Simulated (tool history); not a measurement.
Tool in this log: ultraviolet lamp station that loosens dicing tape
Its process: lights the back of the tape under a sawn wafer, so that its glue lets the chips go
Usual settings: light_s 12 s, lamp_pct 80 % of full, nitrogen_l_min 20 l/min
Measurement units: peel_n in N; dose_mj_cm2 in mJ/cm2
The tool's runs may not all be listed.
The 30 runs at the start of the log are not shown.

| run | hour | light_s | lamp_pct | nitrogen_l_min | peel_n | dose_mj_cm2 |
|---|---|---|---|---|---|---|
| 31 | 1508.6 | 24 | 78 | 6 | 1.176 | 643 |
| 32 | 1539.0 | 24 | 78 | 6 | 1.228 | 641 |
|  | 1589.8 | lamp changed |
| 33 | 1591.8 | 6 | 80 | 20 | 2.798 | 216 |
| 34 | 1639.0 | 6 | 80 | 20 | 2.784 | 221 |
| 35 | 1703.8 | 15 | 80 | 19 | 0.668 | 540 |
| 36 | 1747.2 | 15 | 80 | 19 | 0.676 | 529 |
| 37 | 1790.3 | 15 | 80 | 19 | 0.690 | 524 |
| 38 | 1837.1 | 8 | 80 | 7 | 3.455 | 275 |
| 39 | 1886.0 | 9 | 80 | 20 | 1.775 | 305 |

3 ways to go on from here, each from the tool as it stands after run 39. What would each give?
| A | 1941.5 | 15 | 80 | 20 | ? | ? |
| B | 1941.5 | 9 | 90 | 20 | ? | ? |
| C | 1941.5 | 12 | 74 | 15 | ? | ? |

| run | peel_n | dose_mj_cm2 |
|---|---|---|
| A | 0.719 | 505 |
| B | 1.594 | 338 |
| C | 1.604 | 373 |
With the hidden condition removed and each run's random variation left untouched, the same runs would have given:
| run | peel_n | dose_mj_cm2 |
|---|---|---|
| A | 0.503 | 593 |
| B | 1.206 | 397 |
| C | 1.221 | 437 |
